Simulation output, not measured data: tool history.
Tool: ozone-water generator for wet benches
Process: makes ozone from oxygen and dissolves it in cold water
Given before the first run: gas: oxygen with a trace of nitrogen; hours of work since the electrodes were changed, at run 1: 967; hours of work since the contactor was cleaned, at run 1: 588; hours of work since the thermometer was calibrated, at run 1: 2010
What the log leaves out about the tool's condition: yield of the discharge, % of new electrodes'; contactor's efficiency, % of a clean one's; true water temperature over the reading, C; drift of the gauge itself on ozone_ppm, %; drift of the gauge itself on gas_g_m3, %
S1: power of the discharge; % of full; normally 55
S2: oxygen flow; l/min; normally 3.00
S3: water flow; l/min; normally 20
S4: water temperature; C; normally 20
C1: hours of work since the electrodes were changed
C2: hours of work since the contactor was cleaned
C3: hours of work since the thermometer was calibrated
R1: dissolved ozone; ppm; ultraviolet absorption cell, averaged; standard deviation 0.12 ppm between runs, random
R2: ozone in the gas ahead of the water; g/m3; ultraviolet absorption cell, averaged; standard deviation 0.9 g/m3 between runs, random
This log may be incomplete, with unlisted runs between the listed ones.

| run | hour | S1 | S2 | S3 | S4 | C1 | C2 | C3 | R1 | R2 |
|---|---|---|---|---|---|---|---|---|---|---|
| 1 | 0.0 | 55 | 3.00 | 20 | 20 | 967 | 588 | 2010 | 9.7 | 143.9 |
| 2 | 28.8 | 55 | 3.00 | 20 | 20 | 985 | 606 | 2028 | 9.9 | 147.6 |
| 3 | 68.4 | 55 | 3.00 | 20 | 20 | 1009 | 631 | 2053 | 9.8 | 146.7 |
| 4 | 86.8 | 55 | 3.00 | 20 | 20 | 1021 | 642 | 2064 | 9.8 | 147.0 |
| 5 | 120.5 | 55 | 3.00 | 20 | 20 | 1042 | 663 | 2086 | 9.8 | 146.6 |
| 6 | 152.7 | 55 | 3.00 | 20 | 20 | 1062 | 683 | 2106 | 9.7 | 144.8 |
| 7 | 178.4 | 55 | 3.00 | 20 | 20 | 1078 | 699 | 2122 | 9.9 | 145.3 |
| 8 | 211.5 | 55 | 3.00 | 20 | 26 | 1099 | 720 | 2143 | 9.0 | 146.5 |
| 9 | 236.1 | 55 | 3.00 | 20 | 20 | 1115 | 736 | 2158 | 9.9 | 145.7 |
| 10 | 257.7 | 55 | 3.00 | 20 | 20 | 1128 | 749 | 2172 | 10.0 | 144.1 |
| 11 | 297.3 | 55 | 3.00 | 20 | 20 | 1153 | 774 | 2196 | 9.7 | 145.0 |
| 12 | 319.2 | 55 | 3.00 | 20 | 20 | 1167 | 788 | 2210 | 9.8 | 145.3 |
| 13 | 340.9 | 55 | 3.00 | 20 | 20 | 1180 | 801 | 2224 | 9.8 | 145.5 |
| 14 | 375.8 | 55 | 3.00 | 20 | 19 | 1202 | 823 | 2246 | 9.9 | 144.3 |
| 15 | 398.2 | 55 | 3.00 | 20 | 19 | 1216 | 837 | 2260 | 9.8 | 145.3 |
| 16 | 439.1 | 55 | 3.00 | 20 | 20 | 1242 | 863 | 2285 | 9.8 | 143.6 |
| 17 | 481.8 | 55 | 3.00 | 20 | 20 | 1269 | 890 | 2312 | 9.7 | 145.1 |
| 18 | 500.8 | 55 | 4.99 | 26 | 20 | 1281 | 902 | 2324 | 8.5 | 120.1 |
| 19 | 537.9 | 55 | 4.99 | 26 | 20 | 1304 | 925 | 2347 | 8.6 | 121.6 |
| 20 | 565.3 | 49 | 3.00 | 23 | 26 | 1321 | 942 | 2365 | 7.1 | 130.1 |
| 21 | 590.3 | 40 | 2.40 | 28 | 26 | 1337 | 958 | 2380 | 4.5 | 119.0 |
| 22 | 628.8 | 55 | 3.00 | 13 | 13 | 1361 | 982 | 2404 | 15.8 | 145.4 |
| 23 | 668.2 | 55 | 3.00 | 20 | 14 | 1386 | 1007 | 2429 | 10.0 | 142.9 |
| 24 | 696.3 | 55 | 3.00 | 20 | 14 | 1403 | 1024 | 2447 | 10.3 | 145.4 |
| 25 | 723.6 | 55 | 3.00 | 20 | 14 | 1420 | 1041 | 2464 | 10.1 | 144.2 |
| 26 | 752.5 | 55 | 3.00 | 18 | 16 | 1438 | 1060 | 2482 | 11.0 | 144.9 |
| 27 | 789.1 | 55 | 3.00 | 18 | 16 | 1461 | 1082 | 2505 | 11.1 | 143.8 |
| 28 | 815.9 | 55 | 3.00 | 18 | 16 | 1478 | 1099 | 2522 | 11.1 | 144.3 |
| 29 | 850.4 | 55 | 3.00 | 18 | 16 | 1500 | 1121 | 2543 | 11.3 | 144.7 |
| 30 | 890.9 | 55 | 2.02 | 20 | 21 | 1525 | 1146 | 2569 | 8.2 | 166.1 |
| 31 | 929.7 | 58 | 2.02 | 20 | 21 | 1550 | 1171 | 2593 | 8.6 | 174.3 |
| 32 | 967.6 | 58 | 2.02 | 20 | 24 | 1573 | 1194 | 2617 | 8.3 | 173.8 |

Measured minus without-hidden-state, run by run (identical run-to-run variation in each term; gauge scatter may differ):
| run | R1 | R2 |
|---|---|---|
| 1 | -0.3 | -2.7 |
| 2 | -0.2 | -2.8 |
| 3 | -0.3 | -2.9 |
| 4 | -0.3 | -2.9 |
| 5 | -0.3 | -3.1 |
| 6 | -0.3 | -3.1 |
| 7 | -0.3 | -3.1 |
| 8 | -0.3 | -3.3 |
| 9 | -0.3 | -3.3 |
| 10 | -0.4 | -3.4 |
| 11 | -0.3 | -3.5 |
| 12 | -0.3 | -3.6 |
| 13 | -0.4 | -3.7 |
| 14 | -0.4 | -3.7 |
| 15 | -0.4 | -3.9 |
| 16 | -0.4 | -3.9 |
| 17 | -0.4 | -4.0 |
| 18 | -0.3 | -3.4 |
| 19 | -0.3 | -3.5 |
| 20 | -0.3 | -3.3 |
| 21 | -0.1 | -2.2 |
| 22 | -0.7 | -4.4 |
| 23 | -0.5 | -4.4 |
| 24 | -0.4 | -4.6 |
| 25 | -0.5 | -4.6 |
| 26 | -0.5 | -4.8 |
| 27 | -0.6 | -4.8 |
| 28 | -0.5 | -4.9 |
| 29 | -0.5 | -5.0 |
| 30 | -0.5 | -5.9 |
| 31 | -0.5 | -6.7 |
| 32 | -0.5 | -6.7 |

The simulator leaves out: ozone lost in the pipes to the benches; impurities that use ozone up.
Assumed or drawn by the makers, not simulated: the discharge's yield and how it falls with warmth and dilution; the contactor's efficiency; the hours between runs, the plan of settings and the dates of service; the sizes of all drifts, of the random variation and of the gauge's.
